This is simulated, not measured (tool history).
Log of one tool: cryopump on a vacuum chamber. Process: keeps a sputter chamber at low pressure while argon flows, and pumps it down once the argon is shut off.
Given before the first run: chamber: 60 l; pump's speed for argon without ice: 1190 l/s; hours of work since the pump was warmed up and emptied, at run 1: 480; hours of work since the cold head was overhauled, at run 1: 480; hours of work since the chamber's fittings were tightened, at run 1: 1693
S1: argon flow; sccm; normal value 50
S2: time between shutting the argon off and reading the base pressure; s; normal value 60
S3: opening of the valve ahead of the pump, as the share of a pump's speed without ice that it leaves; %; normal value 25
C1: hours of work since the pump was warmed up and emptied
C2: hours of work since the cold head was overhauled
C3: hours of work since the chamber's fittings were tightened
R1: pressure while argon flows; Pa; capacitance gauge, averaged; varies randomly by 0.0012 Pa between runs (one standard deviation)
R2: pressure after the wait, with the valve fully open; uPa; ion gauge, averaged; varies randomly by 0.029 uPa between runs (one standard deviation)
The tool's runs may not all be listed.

{"run": 1, "hour": 0.0, "S1": 50, "S2": 60, "S3": 25, "C1": 480, "C2": 480, "C3": 1693, "R1": 0.2963, "R2": 1.93}
{"run": 2, "hour": 18.8, "S1": 50, "S2": 60, "S3": 25, "C1": 492, "C2": 492, "C3": 1705, "R1": 0.2945, "R2": 1.93}
{"run": 3, "hour": 51.4, "S1": 50, "S2": 60, "S3": 25, "C1": 512, "C2": 512, "C3": 1725, "R1": 0.2969, "R2": 2.02}
{"run": 4, "hour": 72.4, "S1": 23, "S2": 60, "S3": 25, "C1": 525, "C2": 525, "C3": 1738, "R1": 0.1374, "R2": 1.96}
{"run": 5, "hour": 109.9, "S1": 23, "S2": 60, "S3": 25, "C1": 547, "C2": 547, "C3": 1760, "R1": 0.1362, "R2": 2.03}
{"run": 6, "hour": 144.5, "S1": 23, "S2": 60, "S3": 25, "C1": 569, "C2": 569, "C3": 1782, "R1": 0.137, "R2": 1.99}
{"run": 7, "hour": 180.7, "S1": 23, "S2": 60, "S3": 25, "C1": 591, "C2": 591, "C3": 1804, "R1": 0.137, "R2": 2.04}
{"run": 8, "hour": 223.4, "S1": 23, "S2": 60, "S3": 25, "C1": 617, "C2": 617, "C3": 1830, "R1": 0.1392, "R2": 2.08}
{"run": 9, "hour": 256.4, "S1": 23, "S2": 60, "S3": 25, "C1": 637, "C2": 637, "C3": 1850, "R1": 0.1376, "R2": 2.07}
{"run": 10, "hour": 277.2, "S1": 50, "S2": 198, "S3": 25, "C1": 649, "C2": 649, "C3": 1862, "R1": 0.3003, "R2": 1.29}
{"run": 11, "hour": 302.6, "S1": 50, "S2": 198, "S3": 25, "C1": 665, "C2": 665, "C3": 1878, "R1": 0.3025, "R2": 1.34}
{"run": 12, "hour": 338.5, "S1": 50, "S2": 198, "S3": 25, "C1": 687, "C2": 687, "C3": 1900, "R1": 0.3008, "R2": 1.31}
{"run": 13, "hour": 363.8, "S1": 22, "S2": 60, "S3": 25, "C1": 702, "C2": 702, "C3": 1915, "R1": 0.1331, "R2": 2.06}
{"run": 14, "hour": 383.7, "S1": 22, "S2": 60, "S3": 25, "C1": 714, "C2": 714, "C3": 1927, "R1": 0.1338, "R2": 2.08}
{"run": 15, "hour": 406.1, "S1": 22, "S2": 60, "S3": 25, "C1": 728, "C2": 728, "C3": 1941, "R1": 0.133, "R2": 2.11}
{"run": 16, "hour": 437.7, "S1": 87, "S2": 60, "S3": 32, "C1": 747, "C2": 747, "C3": 1960, "R1": 0.4219, "R2": 2.1}
{"run": 17, "hour": 468.2, "S1": 40, "S2": 284, "S3": 17, "C1": 766, "C2": 766, "C3": 1979, "R1": 0.3497, "R2": 1.26}
{"run": 18, "hour": 492.0, "S1": 40, "S2": 284, "S3": 17, "C1": 780, "C2": 780, "C3": 1993, "R1": 0.3492, "R2": 1.2}
{"run": 19, "hour": 517.0, "S1": 21, "S2": 34, "S3": 32, "C1": 796, "C2": 796, "C3": 2009, "R1": 0.1023, "R2": 3.05}
{"run": 20, "hour": 540.5, "S1": 50, "S2": 49, "S3": 53, "C1": 810, "C2": 810, "C3": 2023, "R1": 0.1563, "R2": 2.42}
{"run": 21, "hour": 558.8, "S1": 41, "S2": 27, "S3": 52, "C1": 821, "C2": 821, "C3": 2034, "R1": 0.131, "R2": 3.61}

Below are 3 alternative next runs, each starting from the tool's condition after run 21. Predict each:
{"run": "A", "hour": 588.5, "S1": 36, "S2": 25, "S3": 52, "C1": 839, "C2": 839, "C3": 2052, "R1": "?", "R2": "?"}
{"run": "B", "hour": 588.5, "S1": 50, "S2": 31, "S3": 49, "C1": 839, "C2": 839, "C3": 2052, "R1": "?", "R2": "?"}
{"run": "C", "hour": 588.5, "S1": 50, "S2": 192, "S3": 25, "C1": 839, "C2": 839, "C3": 2052, "R1": "?", "R2": "?"}

run=A R1=0.1156 R2=3.88
run=B R1=0.1692 R2=3.21
run=C R1=0.3095 R2=1.41
With no hidden state in the tool, these same runs would have given:
run=A R1=0.0989 R2=3.07
run=B R1=0.1461 R2=2.43
run=C R1=0.2863 R2=0.62
